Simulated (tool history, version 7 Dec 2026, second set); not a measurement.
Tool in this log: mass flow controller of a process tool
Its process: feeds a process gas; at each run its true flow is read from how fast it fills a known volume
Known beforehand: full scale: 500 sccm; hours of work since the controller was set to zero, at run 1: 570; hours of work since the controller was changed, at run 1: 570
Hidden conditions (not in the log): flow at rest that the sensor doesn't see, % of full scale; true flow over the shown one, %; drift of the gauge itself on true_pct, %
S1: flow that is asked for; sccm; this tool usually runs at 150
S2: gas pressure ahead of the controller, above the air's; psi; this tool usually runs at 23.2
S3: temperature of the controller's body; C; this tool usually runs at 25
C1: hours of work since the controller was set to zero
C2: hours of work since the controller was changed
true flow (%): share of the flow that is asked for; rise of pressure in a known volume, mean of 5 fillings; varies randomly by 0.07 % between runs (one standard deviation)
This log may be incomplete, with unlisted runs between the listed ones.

run 1 hour=0 | S1=150 S2=23.2 S3=25 | C1=570 C2=570 | true_flow_(%)=98.68
run 2 hour=189.8 | S1=150 S2=23.2 S3=25 | C1=714 C2=714 | true_flow_(%)=98.78
run 3 hour=311 | S1=150 S2=23.2 S3=25 | C1=806 C2=806 | true_flow_(%)=98.88
run 4 hour=429.9 | S1=150 S2=23.2 S3=25 | C1=897 C2=897 | true_flow_(%)=98.83
run 5 hour=693.9 | S1=339 S2=23.2 S3=25 | C1=1098 C2=1098 | true_flow_(%)=99.54
run 6 hour=843.9 | S1=339 S2=23.2 S3=25 | C1=1212 C2=1212 | true_flow_(%)=99.75
run 7 hour=1014.6 | S1=150 S2=23.2 S3=29 | C1=1341 C2=1341 | true_flow_(%)=98.97
run 8 hour=1268.8 | S1=150 S2=35.1 S3=25 | C1=1535 C2=1535 | true_flow_(%)=99.55
run 9 hour=1380.7 | S1=150 S2=35.1 S3=25 | C1=1620 C2=1620 | true_flow_(%)=99.68
run 10 hour=1580.7 | S1=150 S2=35.1 S3=25 | C1=1772 C2=1772 | true_flow_(%)=99.79
run 11 hour=1752.2 | S1=150 S2=35.1 S3=25 | C1=1902 C2=1902 | true_flow_(%)=99.71
run 12 hour=1877.9 | S1=150 S2=35.1 S3=25 | C1=1998 C2=1998 | true_flow_(%)=99.95
run 13 hour=2090.9 | S1=150 S2=35.1 S3=30 | C1=2160 C2=2160 | true_flow_(%)=99.55
run 14 hour=2272.6 | S1=150 S2=23.2 S3=25 | C1=2298 C2=2298 | true_flow_(%)=99.92
run 15 hour=2506.2 | S1=150 S2=23.2 S3=37 | C1=2476 C2=2476 | true_flow_(%)=98.94
run 16 hour=2686.9 | S1=150 S2=23.2 S3=25 | C1=2613 C2=2613 | true_flow_(%)=100.08
run 17 hour=2825.4 | S1=150 S2=23.2 S3=25 | C1=2719 C2=2719 | true_flow_(%)=100.29
run 18 hour=2992.8 | S1=150 S2=23.2 S3=25 | C1=2846 C2=2846 | true_flow_(%)=100.35
run 19 hour=3167.7 | S1=150 S2=23.2 S3=36 | C1=2979 C2=2979 | true_flow_(%)=99.35
run 20 hour=3412.3 | S1=150 S2=23.2 S3=36 | C1=3165 C2=3165 | true_flow_(%)=99.53
run 21 hour=3638.5 | S1=150 S2=23.2 S3=36 | C1=3337 C2=3337 | true_flow_(%)=99.58
run 22 hour=3845.6 | S1=150 S2=23.2 S3=20 | C1=3495 C2=3495 | true_flow_(%)=101.38
run 23 hour=4090.4 | S1=314 S2=23.2 S3=20 | C1=3681 C2=3681 | true_flow_(%)=101.09
run 24 hour=4303.3 | S1=314 S2=29.7 S3=20 | C1=3843 C2=3843 | true_flow_(%)=101.36
run 25 hour=4546.6 | S1=114 S2=29.7 S3=20 | C1=4028 C2=4028 | true_flow_(%)=102.39
run 26 hour=4813.6 | S1=114 S2=29.7 S3=20 | C1=4231 C2=4231 | true_flow_(%)=102.63
run 27 hour=4998.6 | S1=417 S2=23.9 S3=20 | C1=4372 C2=4372 | true_flow_(%)=101.73
run 28 hour=5113.3 | S1=71 S2=28.1 S3=27 | C1=4459 C2=4459 | true_flow_(%)=103.62
run 29 hour=5303.2 | S1=344 S2=20.5 S3=27 | C1=4603 C2=4603 | true_flow_(%)=100.92
run 30 hour=5448.9 | S1=90 S2=20.5 S3=27 | C1=4714 C2=4714 | true_flow_(%)=103
run 31 hour=5683.9 | S1=90 S2=20.5 S3=27 | C1=4893 C2=4893 | true_flow_(%)=103.06
run 32 hour=5930.1 | S1=90 S2=20.5 S3=27 | C1=5080 C2=5080 | true_flow_(%)=103.27
run 33 hour=6113.8 | S1=413 S2=26 S3=31 | C1=5220 C2=5220 | true_flow_(%)=100.82
-- hour=6127 controller's zero set anew
run 34 hour=6228.6 | S1=413 S2=26 S3=31 | C1=77 C2=5307 | true_flow_(%)=101.28
run 35 hour=6436.3 | S1=107 S2=23.2 S3=25 | C1=235 C2=5465 | true_flow_(%)=104.6
run 36 hour=6652 | S1=422 S2=23.6 S3=40 | C1=399 C2=5629 | true_flow_(%)=100.49
run 37 hour=6778.4 | S1=422 S2=23.6 S3=40 | C1=495 C2=5725 | true_flow_(%)=100.63
run 38 hour=6981.4 | S1=51 S2=28.6 S3=25 | C1=650 C2=5879 | true_flow_(%)=111.13
run 39 hour=7203.5 | S1=63 S2=38.4 S3=35 | C1=819 C2=6048 | true_flow_(%)=108.25
run 40 hour=7345 | S1=343 S2=37.9 S3=21 | C1=926 C2=6156 | true_flow_(%)=102.79
-- hour=7359.7 controller's zero set anew, once more
run 41 hour=7547.1 | S1=239 S2=37.9 S3=21 | C1=143 C2=6309 | true_flow_(%)=100.67
run 42 hour=7697.1 | S1=239 S2=37.9 S3=21 | C1=257 C2=6423 | true_flow_(%)=100.76
run 43 hour=7959.5 | S1=111 S2=23.2 S3=25 | C1=456 C2=6623 | true_flow_(%)=99.77
run 44 hour=8101.3 | S1=53 S2=23.2 S3=21 | C1=564 C2=6731 | true_flow_(%)=100.67
run 45 hour=8270.8 | S1=320 S2=33.8 S3=33 | C1=693 C2=6860 | true_flow_(%)=99.86
run 46 hour=8391.8 | S1=251 S2=23.2 S3=32 | C1=785 C2=6952 | true_flow_(%)=99.66
run 47 hour=8649.9 | S1=180 S2=38.4 S3=23 | C1=981 C2=7148 | true_flow_(%)=100.79

Run by run, hidden condition taken away, random variation retained:
run=1 true_flow_(%)=98.34
run=2 true_flow_(%)=98.33
run=3 true_flow_(%)=98.36
run=4 true_flow_(%)=98.25
run=5 true_flow_(%)=99.13
run=6 true_flow_(%)=99.3
run=7 true_flow_(%)=98.06
run=8 true_flow_(%)=98.5
run=9 true_flow_(%)=98.57
run=10 true_flow_(%)=98.56
run=11 true_flow_(%)=98.38
run=12 true_flow_(%)=98.56
run=13 true_flow_(%)=98.04
run=14 true_flow_(%)=98.31
run=15 true_flow_(%)=97.2
run=16 true_flow_(%)=98.23
run=17 true_flow_(%)=98.36
run=18 true_flow_(%)=98.33
run=19 true_flow_(%)=97.24
run=20 true_flow_(%)=97.29
run=21 true_flow_(%)=97.22
run=22 true_flow_(%)=98.9
run=23 true_flow_(%)=99.49
run=24 true_flow_(%)=99.69
run=25 true_flow_(%)=98.85
run=26 true_flow_(%)=98.91
run=27 true_flow_(%)=100.1
run=28 true_flow_(%)=97.82
run=29 true_flow_(%)=99.01
run=30 true_flow_(%)=97.96
run=31 true_flow_(%)=97.84
run=32 true_flow_(%)=97.86
run=33 true_flow_(%)=98.85
run=34 true_flow_(%)=98.91
run=35 true_flow_(%)=98.09
run=36 true_flow_(%)=98.02
run=37 true_flow_(%)=98.13
run=38 true_flow_(%)=97.92
run=39 true_flow_(%)=97.11
run=40 true_flow_(%)=99.77
run=41 true_flow_(%)=99.41
run=42 true_flow_(%)=99.44
run=43 true_flow_(%)=98.14
run=44 true_flow_(%)=98.43
run=45 true_flow_(%)=98.38
run=46 true_flow_(%)=98.07
run=47 true_flow_(%)=98.96
